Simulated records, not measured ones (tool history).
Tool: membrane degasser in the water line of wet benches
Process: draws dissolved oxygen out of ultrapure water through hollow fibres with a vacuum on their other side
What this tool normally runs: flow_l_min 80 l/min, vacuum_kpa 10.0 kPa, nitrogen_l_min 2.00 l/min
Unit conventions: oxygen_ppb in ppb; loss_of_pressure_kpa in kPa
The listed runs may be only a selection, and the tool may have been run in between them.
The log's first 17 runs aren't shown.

| run | day | flow_l_min | vacuum_kpa | nitrogen_l_min | oxygen_ppb | loss_of_pressure_kpa |
|---|---|---|---|---|---|---|
| 18 | 178.271 | 126 | 9.2 | 0.93 | 1387.2 | 103.65 |
| 19 | 183.804 | 115 | 10.9 | 0.93 | 1524.7 | 94.16 |
| 20 | 194.254 | 115 | 8.6 | 1.41 | 1024.7 | 94.40 |
| 21 | 201.425 | 115 | 8.6 | 1.41 | 1022.8 | 94.26 |
| 22 | 209.038 | 56 | 10.0 | 2.00 | 486.4 | 46.12 |
| 23 | 215.625 | 99 | 6.8 | 0.87 | 861.1 | 81.65 |
|  | 226.104 | seals of the vacuum lines changed |
| 24 | 227.588 | 99 | 6.8 | 0.87 | 862.9 | 81.23 |
| 25 | 235.488 | 91 | 10.4 | 1.22 | 1086.1 | 74.94 |
| 26 | 247.379 | 72 | 20.2 | 0.90 | 2026.7 | 59.11 |
| 27 | 255.396 | 80 | 10.0 | 0.92 | 1087.1 | 66.02 |
| 28 | 264.829 | 80 | 10.0 | 0.92 | 1091.1 | 65.96 |
| 29 | 275.525 | 80 | 10.0 | 0.92 | 1095.1 | 66.18 |
| 30 | 285.458 | 80 | 10.0 | 0.92 | 1092.7 | 66.38 |

Expected results for the next run?
| 31 | 295.350 | 54 | 17.3 | 5.00 | ? | ? |

oxygen_ppb: 440.8 ppb
loss_of_pressure_kpa: 44.51 kPa
If the tool had no hidden condition, the same run with the same run-to-run variation would have returned oxygen_ppb 415.3 ppb, loss_of_pressure_kpa 42.29 kPa.
